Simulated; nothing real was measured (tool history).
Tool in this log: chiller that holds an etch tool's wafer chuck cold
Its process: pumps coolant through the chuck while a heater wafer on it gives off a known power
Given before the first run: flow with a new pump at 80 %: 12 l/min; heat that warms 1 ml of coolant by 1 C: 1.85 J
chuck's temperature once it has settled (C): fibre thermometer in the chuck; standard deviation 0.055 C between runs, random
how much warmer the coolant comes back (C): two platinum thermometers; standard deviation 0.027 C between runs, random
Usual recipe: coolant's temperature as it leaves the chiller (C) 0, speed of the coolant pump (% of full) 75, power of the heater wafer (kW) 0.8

run,hour,coolant's temperature as it leaves the chiller (C),speed of the coolant pump (% of full),power of the heater wafer (kW),chuck's temperature once it has settled (C),how much warmer the coolant comes back (C)
1,0,0,75,0.8,5.25,2.4
2,34.8,3,75,0.8,8.17,2.38
3,59.2,0,86,0.8,4.72,2.06
4,101.3,0,86,0.8,4.79,2.07
5,148.7,0,86,0.8,4.71,2.13
6,188.3,0,86,0.8,4.69,2.07
7,224.8,0,86,0.8,4.68,2.14
8,269.9,0,86,0.8,4.67,2.06
9,293.3,0,86,0.8,4.71,2.07
10,319.4,0,86,0.8,4.76,2.05
11,345.1,1,75,0.8,6.27,2.41
12,365,1,75,0.8,6.12,2.45
13,397.7,1,75,0.8,6.21,2.46
14,432.1,1,75,0.8,6.23,2.43
15,451.7,1,75,0.8,6.3,2.47
16,477.3,0,75,0.8,5.28,2.49
17,512.2,2,75,0.8,7.15,2.48
18,551.3,0,90,0.68,3.8,1.72
19,571.5,-8,83,0.632,-4.18,1.71
20,604.8,0,75,0.841,5.59,2.52
21,646.9,0,75,0.841,5.28,2.44
22,673,-10,95,0.618,-6.87,1.37
23,703,9,73,0.516,12.16,1.59
24,727,2,73,0.561,5.54,1.66
25,758.4,2,76,0.415,4.32,1.23
26,779.3,2,62,0.415,4.67,1.5
27,807,-6,77,0.415,-3.75,1.21
28,848.1,-6,77,0.415,-3.84,1.15
29,873,-6,76,0.534,-2.85,1.53
30,912.9,-6,76,0.534,-2.91,1.59
31,941.9,-8,77,0.534,-4.95,1.5

Taken out of this log: 2 entries between the listed runs. Where each belongs, and how the hidden state differs across it:
Between runs 12 and 13: coolant pump overhauled (hour 373)
  heat passed by the chuck's channels, % of clean ones': 97.9 -> 97.8; flow at a given pump speed, % of a new pump's: 96 -> 94.9; coolant's true temperature over the reading, C: -0.53 -> -0.54
  measured less the result without the state, chuck's temperature once it has settled (C): -0.31 -> -0.27; how much warmer the coolant comes back (C): +0.1 -> +0.12
Between runs 20 and 21: coolant pump overhauled, once more (hour 632.1)
  heat passed by the chuck's channels, % of clean ones': 97.6 -> 97.5; flow at a given pump speed, % of a new pump's: 94.5 -> 99.7
  measured less the result without the state, chuck's temperature once it has settled (C): -0.25 -> -0.45; how much warmer the coolant comes back (C): +0.14 -> +0.01

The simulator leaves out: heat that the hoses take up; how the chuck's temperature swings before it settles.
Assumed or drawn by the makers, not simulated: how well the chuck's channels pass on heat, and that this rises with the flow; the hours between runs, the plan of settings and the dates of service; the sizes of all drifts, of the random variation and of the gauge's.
